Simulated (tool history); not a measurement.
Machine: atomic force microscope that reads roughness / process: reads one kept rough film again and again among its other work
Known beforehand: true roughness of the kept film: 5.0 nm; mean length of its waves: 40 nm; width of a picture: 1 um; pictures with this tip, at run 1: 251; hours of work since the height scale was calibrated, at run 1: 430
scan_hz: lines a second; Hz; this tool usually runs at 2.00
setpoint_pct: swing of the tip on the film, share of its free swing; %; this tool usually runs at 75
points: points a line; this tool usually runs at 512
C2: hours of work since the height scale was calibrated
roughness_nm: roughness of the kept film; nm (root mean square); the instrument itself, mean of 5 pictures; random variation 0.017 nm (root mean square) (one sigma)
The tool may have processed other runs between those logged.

Run 1, hour 0.0: usual settings; pictures with this tip 251; C2 430. Result: roughness_nm 3.790 nm (root mean square).
Run 2, hour 13.0: usual settings but setpoint_pct 59 %; pictures with this tip 264; C2 438. Result: roughness_nm 4.060 nm (root mean square).
Run 3, hour 26.9: usual settings but setpoint_pct 59 %; pictures with this tip 278; C2 446. Result: roughness_nm 4.016 nm (root mean square).
Run 4, hour 37.2: usual settings but setpoint_pct 59 %, points 639; pictures with this tip 289; C2 453. Result: roughness_nm 4.012 nm (root mean square).
Run 5, hour 49.5: usual settings but scan_hz 0.86 Hz; pictures with this tip 301; C2 460. Result: roughness_nm 3.927 nm (root mean square).
Run 6, hour 67.4: usual settings but scan_hz 0.86 Hz; pictures with this tip 319; C2 471. Result: roughness_nm 3.898 nm (root mean square).
Run 7, hour 81.9: usual settings; pictures with this tip 334; C2 480. Result: roughness_nm 3.661 nm (root mean square).
Run 8, hour 94.7: usual settings but setpoint_pct 67 %; pictures with this tip 347; C2 487. Result: roughness_nm 3.810 nm (root mean square).
Run 9, hour 105.6: usual settings but setpoint_pct 67 %, points 435; pictures with this tip 358; C2 494. Result: roughness_nm 3.785 nm (root mean square).
Run 10, hour 124.2: usual settings but setpoint_pct 67 %, points 435; pictures with this tip 377; C2 505. Result: roughness_nm 3.744 nm (root mean square).
At hour 141.6: new tip fitted.
Run 11, hour 141.6: usual settings but scan_hz 1.46 Hz; pictures with this tip 0; C2 516. Result: roughness_nm 4.355 nm (root mean square).
Run 12, hour 151.8: usual settings but scan_hz 1.46 Hz; pictures with this tip 10; C2 522. Result: roughness_nm 4.309 nm (root mean square).
Run 13, hour 163.3: usual settings but scan_hz 1.46 Hz; pictures with this tip 22; C2 529. Result: roughness_nm 4.279 nm (root mean square).
Run 14, hour 171.4: usual settings but points 893; pictures with this tip 30; C2 534. Result: roughness_nm 4.141 nm (root mean square).
Run 15, hour 180.4: usual settings but setpoint_pct 77 %, points 893; pictures with this tip 39; C2 539. Result: roughness_nm 4.071 nm (root mean square).
Run 16, hour 193.6: usual settings but setpoint_pct 77 %, points 893; pictures with this tip 52; C2 547. Result: roughness_nm 4.081 nm (root mean square).
Run 17, hour 206.5: usual settings but points 268; pictures with this tip 65; C2 555. Result: roughness_nm 4.084 nm (root mean square).
At hour 208.6: height scale calibrated on a step standard.
Run 18, hour 226.5: usual settings but points 268; pictures with this tip 84; C2 11. Result: roughness_nm 4.052 nm (root mean square).
Run 19, hour 241.6: usual settings but points 268; pictures with this tip 100; C2 20. Result: roughness_nm 4.041 nm (root mean square).
Run 20, hour 254.4: usual settings but scan_hz 0.74 Hz, points 684; pictures with this tip 113; C2 28. Result: roughness_nm 4.332 nm (root mean square).
Run 21, hour 272.9: usual settings but scan_hz 0.54 Hz, setpoint_pct 70 %, points 397; pictures with this tip 131; C2 39. Result: roughness_nm 4.371 nm (root mean square).
Run 22, hour 281.8: usual settings but scan_hz 0.53 Hz, setpoint_pct 68 %, points 551; pictures with this tip 140; C2 44. Result: roughness_nm 4.371 nm (root mean square).
Run 23, hour 290.4: usual settings but scan_hz 2.18 Hz, setpoint_pct 68 %, points 403; pictures with this tip 149; C2 50. Result: roughness_nm 4.087 nm (root mean square).
At hour 299.4: height scale calibrated on a step standard, once more.
Run 24, hour 300.8: usual settings but scan_hz 1.97 Hz, setpoint_pct 84 %, points 775; pictures with this tip 159; C2 1. Result: roughness_nm 3.701 nm (root mean square).
Run 25, hour 316.1: usual settings but scan_hz 1.97 Hz, setpoint_pct 84 %, points 775; pictures with this tip 174; C2 10. Result: roughness_nm 3.691 nm (root mean square).
Run 26, hour 329.8: usual settings but setpoint_pct 84 %, points 718; pictures with this tip 188; C2 18. Result: roughness_nm 3.629 nm (root mean square).
Run 27, hour 340.2: usual settings but scan_hz 3.56 Hz, setpoint_pct 57 %, points 485; pictures with this tip 198; C2 25. Result: roughness_nm 3.998 nm (root mean square).
Run 28, hour 351.7: usual settings but scan_hz 3.47 Hz, setpoint_pct 78 %, points 970; pictures with this tip 210; C2 32. Result: roughness_nm 3.467 nm (root mean square).
Run 29, hour 360.2: usual settings but scan_hz 1.97 Hz, setpoint_pct 60 %, points 846; pictures with this tip 219; C2 37. Result: roughness_nm 4.093 nm (root mean square).

Run 30 comes next. What will it give?
Run 30, hour 374.3: usual settings but scan_hz 1.97 Hz, setpoint_pct 60 %, points 846; pictures with this tip 233; C2 46. Result: roughness_nm ?.

{"run 30": {"roughness_nm": 4.047}}
The same run, on a tool lacking any hidden state, would have yielded roughness_nm 4.471 nm (root mean square).
